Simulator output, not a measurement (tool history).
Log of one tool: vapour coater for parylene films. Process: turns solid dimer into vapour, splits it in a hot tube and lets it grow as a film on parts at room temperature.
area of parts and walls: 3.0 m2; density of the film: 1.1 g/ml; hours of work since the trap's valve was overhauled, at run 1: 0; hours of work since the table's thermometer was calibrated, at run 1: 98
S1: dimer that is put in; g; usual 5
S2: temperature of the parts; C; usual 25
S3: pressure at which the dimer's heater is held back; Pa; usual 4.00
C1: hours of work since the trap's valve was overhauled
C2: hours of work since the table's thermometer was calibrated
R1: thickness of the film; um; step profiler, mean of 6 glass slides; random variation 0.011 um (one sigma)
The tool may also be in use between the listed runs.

run    hour  S1  S2     S3   C1    C2    R1
  1     0.0   5  25   4.00    0    98  0.99
  2    30.0   5  25   4.00   21   120  0.99
  3    68.8   5  25   4.00   49   148  1.01
  4   111.0   5  25   4.00   79   178  0.99
  5   148.5   5  25   4.00  106   205  0.96
  6   180.1   5  25   4.00  129   227  1.01
  7   204.4   5  25   4.00  146   245  0.97
  8   238.5   5  25   4.00  171   269  0.99
  9   275.0   5  25   4.00  197   295  0.97
 10   326.0   5  22   4.00  233   332  1.04
 11   370.3   5  22   4.00  265   363  1.08
 12   400.5   5  22   4.00  287   385  1.07
 13   438.1   5  22   4.00  314   412  1.04
 14   460.9   5  25   6.14  330   428  0.86
 15   506.8   5  25   6.14  363   461  0.87
 16   558.2   5  25   6.14  400   498  0.85
 17   583.5   5  25   4.00  418   516  0.92
 18   631.0   5  25   4.00  452   550  0.93
 19   652.6   5  25   4.00  467   565  0.92
 20   695.9   5  17   7.36  498   596  1.08
 21   727.9   6  17   7.36  521   619  1.27
      764.1  -- trap's valve overhauled
 22   764.1   6  17   7.36    0   642  1.42
 23   796.0   4  21   3.99   23   665  0.92
 24   824.6   2  33   4.00   43   686  0.27
 25   861.0   4  28   3.93   69   712  0.73
 26   889.3   2  35   5.88   90   732  0.27
 27   939.6   3  18   5.62  126   768  0.69
 28   977.2   3  18   5.62  153   795  0.69
 29  1015.9   5  25   2.65  180   823  1.06
 30  1044.4   6  35   4.23  201   843  0.82
 31  1092.2   6  35   4.23  235   877  0.83
 32  1112.8   6  35   4.23  250   892  0.80
 33  1147.7   6  35   4.23  275   917  0.82
 34  1194.5   6  35   4.76  308   951  0.79
 35  1238.3   6  35   4.76  339   982  0.79
 36  1274.1   3  20  11.75  365  1007  0.54
 37  1307.4   3  33   9.89  389  1031  0.36
 38  1350.6   4  34   6.10  420  1062  0.50

Forecast each of these 4 alternatives for the next run:
  A  1397.3   2  25  4.00  453  1096   ?
  B  1397.3   5  20  4.00  453  1096   ?
  C  1397.3   8  35  8.69  453  1096   ?
  D  1397.3   2  29  3.91  453  1096   ?

run    R1
  A  0.38
  B  1.13
  C  0.92
  D  0.32
Without the tool's hidden state the same runs would have given:
run    R1
  A  0.40
  B  1.19
  C  0.97
  D  0.34
